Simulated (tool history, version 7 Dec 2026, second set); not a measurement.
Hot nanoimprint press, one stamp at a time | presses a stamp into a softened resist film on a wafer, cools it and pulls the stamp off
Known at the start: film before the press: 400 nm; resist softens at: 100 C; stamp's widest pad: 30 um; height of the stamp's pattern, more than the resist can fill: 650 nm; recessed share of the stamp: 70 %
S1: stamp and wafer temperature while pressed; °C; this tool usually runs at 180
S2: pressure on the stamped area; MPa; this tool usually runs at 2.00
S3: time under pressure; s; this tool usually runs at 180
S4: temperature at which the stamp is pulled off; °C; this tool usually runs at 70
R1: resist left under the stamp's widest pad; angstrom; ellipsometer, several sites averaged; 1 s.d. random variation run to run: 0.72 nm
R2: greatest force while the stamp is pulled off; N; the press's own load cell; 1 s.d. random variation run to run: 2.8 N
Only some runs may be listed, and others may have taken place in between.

| run | hour | S1 | S2 | S3 | S4 | R1 | R2 |
|---|---|---|---|---|---|---|---|
| 1 | 0.0 | 180 | 2.00 | 180 | 70 | 2125 | 177 |
| 2 | 15.3 | 180 | 2.00 | 180 | 70 | 2139 | 185 |
| 3 | 26.6 | 180 | 2.00 | 180 | 70 | 2142 | 181 |
| 4 | 39.3 | 180 | 2.00 | 180 | 70 | 2144 | 181 |
| 5 | 49.8 | 180 | 2.00 | 180 | 70 | 2145 | 187 |
| 6 | 62.2 | 180 | 2.00 | 180 | 70 | 2131 | 187 |
| 7 | 78.9 | 180 | 2.00 | 180 | 77 | 2145 | 169 |
| 8 | 88.4 | 180 | 2.00 | 180 | 77 | 2155 | 172 |
| 9 | 98.5 | 180 | 2.00 | 180 | 77 | 2149 | 168 |
| 10 | 110.6 | 170 | 2.00 | 180 | 77 | 2720 | 171 |
| 11 | 125.7 | 180 | 1.44 | 180 | 70 | 2523 | 189 |
| 12 | 143.8 | 180 | 1.44 | 180 | 70 | 2533 | 184 |
| 13 | 161.3 | 184 | 1.88 | 352 | 69 | 1637 | 189 |
| 14 | 172.2 | 192 | 1.88 | 110 | 69 | 2005 | 186 |
| 15 | 186.7 | 192 | 1.88 | 110 | 69 | 2012 | 183 |
| 16 | 200.2 | 180 | 2.24 | 195 | 68 | 1999 | 193 |
| 17 | 210.4 | 180 | 2.24 | 195 | 68 | 1997 | 184 |
| 18 | 221.3 | 180 | 2.24 | 195 | 68 | 1991 | 183 |
| 19 | 235.8 | 180 | 2.24 | 195 | 68 | 1995 | 185 |
| 20 | 245.9 | 180 | 2.24 | 195 | 68 | 2000 | 191 |
|  | 259.6 | stamp cleaned and given a new release coat |
| 21 | 268.8 | 172 | 2.60 | 195 | 68 | 2272 | 191 |
| 22 | 280.2 | 172 | 2.60 | 195 | 68 | 2277 | 188 |
|  | 284.2 | gauge calibrated |
| 23 | 290.0 | 180 | 2.00 | 109 | 70 | 2457 | 177 |
| 24 | 306.6 | 180 | 2.00 | 109 | 59 | 2469 | 203 |

Forecast each of these 5 alternatives for the next run:
| A | 315.1 | 170 | 2.00 | 174 | 62 | ? | ? |
| B | 315.1 | 180 | 2.00 | 109 | 59 | ? | ? |
| C | 315.1 | 183 | 2.00 | 285 | 70 | ? | ? |
| D | 315.1 | 175 | 2.00 | 299 | 61 | ? | ? |
| E | 315.1 | 180 | 2.00 | 115 | 58 | ? | ? |

| run | R1 | R2 |
|---|---|---|
| A | 2706 | 199 |
| B | 2480 | 201 |
| C | 1721 | 183 |
| D | 2062 | 199 |
| E | 2441 | 201 |
Without the tool's hidden state the same runs would have given:
| run | R1 | R2 |
|---|---|---|
| A | 2699 | 199 |
| B | 2473 | 201 |
| C | 1716 | 182 |
| D | 2056 | 199 |
| E | 2434 | 201 |

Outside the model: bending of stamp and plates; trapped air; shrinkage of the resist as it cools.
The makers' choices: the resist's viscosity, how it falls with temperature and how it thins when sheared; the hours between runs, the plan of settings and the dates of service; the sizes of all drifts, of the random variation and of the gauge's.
